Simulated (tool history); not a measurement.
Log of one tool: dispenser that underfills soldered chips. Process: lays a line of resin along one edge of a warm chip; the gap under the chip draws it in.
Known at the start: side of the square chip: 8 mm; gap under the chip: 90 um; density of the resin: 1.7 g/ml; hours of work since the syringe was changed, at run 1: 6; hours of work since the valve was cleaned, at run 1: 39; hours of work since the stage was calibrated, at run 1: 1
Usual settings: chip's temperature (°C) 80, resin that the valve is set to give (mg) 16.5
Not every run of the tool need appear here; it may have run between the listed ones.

run,hour,chip's temperature (°C),resin that the valve is set to give (mg),hours of work since the syringe was changed,hours of work since the valve was cleaned,hours of work since the stage was calibrated,time until the resin shows at the far edge (s),resin that the valve gave (mg)
1,0,80,16.5,6,39,1,61.3,16.25
2,2,83,16.5,8,40,3,60.2,16.2
3,4.6,83,16.5,10,42,5,68.8,16.26
# hour 6.1: new syringe of resin
4,8,83,16.5,1,45,7,38.3,16.18
5,11.5,80,16.9,4,47,10,52.4,16.59
6,14.1,80,16.9,6,49,12,59.7,16.65
7,18.1,80,16.9,9,52,15,73.9,16.46
# hour 20.3: new syringe of resin
8,21,80,16.5,1,54,17,41.3,16.11
9,23.5,80,14.5,2,56,19,48.5,14.06
10,26.1,80,14.5,4,58,21,55.8,14.02
11,28,75,16.5,6,60,22,74,15.97
12,29.9,75,16.5,7,61,24,80.9,15.97
13,31.8,75,17,9,63,25,89.1,16.55
# hour 34.5: new syringe of resin
14,35.7,81,17,1,65,28,42.3,16.58
15,40.2,82,16.5,4,69,31,48.9,15.91
16,42.9,89,16.5,6,71,33,45.4,16.06
17,44.8,89,16.5,8,72,35,48.9,15.94
# hour 48.6: new syringe of resin
18,48.7,80,16.5,0,75,38,41,15.92
19,52,89,14.1,3,77,40,35.5,13.72
20,54.2,89,14.1,4,79,42,40.2,13.59
21,56.8,67,18.9,6,81,44,106.4,18.11
22,59.2,67,18.9,8,83,46,121.4,18.13
23,61.5,84,17.8,10,85,47,67.8,17.2
# hour 62.8: new syringe of resin
24,64.6,89,21.3,1,87,49,31.9,20.45
# hour 69: dispensing valve cleaned and set on the balance
25,69.3,86,14,4,0,52,42.8,14.09
26,71.3,78,16.4,6,2,54,64.6,16.28
27,73.9,87,18.7,8,4,56,51.6,18.66
28,76.2,68,18.8,9,5,57,124.6,18.54
# hour 78.2: new syringe of resin
29,80,73,15.1,1,8,60,58.9,14.88
30,81.9,91,16.5,3,10,62,32.8,16.43
31,84.1,91,16.5,4,11,63,36.1,16.37
32,87.7,91,16.5,7,14,66,42.8,16.29
33,91.1,84,16.1,10,17,68,67.1,15.92
# hour 92.4: new syringe of resin
34,94.5,76,20.4,2,19,71,52.4,20.31
35,97.3,76,14.2,4,21,73,63.4,14.23
36,100.8,76,14.2,6,24,76,74.7,14.02

Here are 5 independent what-if runs from the current tool condition. What would each one return?
A,104.4,66,21.3,9,26,78,?,?
B,104.4,80,16.5,9,26,78,?,?
C,104.4,88,15.5,9,26,78,?,?
D,104.4,69,17.2,9,26,78,?,?
E,104.4,76,21,9,26,78,?,?

run,time until the resin shows at the far edge (s),resin that the valve gave (mg)
A,133.1,20.77
B,74.3,16.24
C,56.7,15.23
D,116,16.9
E,87.4,20.75
Stripped of hidden state, with their random variation kept, the same runs would have yielded:
run,time until the resin shows at the far edge (s),resin that the valve gave (mg)
A,70.5,21.11
B,39.2,16.5
C,30.2,15.48
D,61.2,17.18
E,46.4,21.09

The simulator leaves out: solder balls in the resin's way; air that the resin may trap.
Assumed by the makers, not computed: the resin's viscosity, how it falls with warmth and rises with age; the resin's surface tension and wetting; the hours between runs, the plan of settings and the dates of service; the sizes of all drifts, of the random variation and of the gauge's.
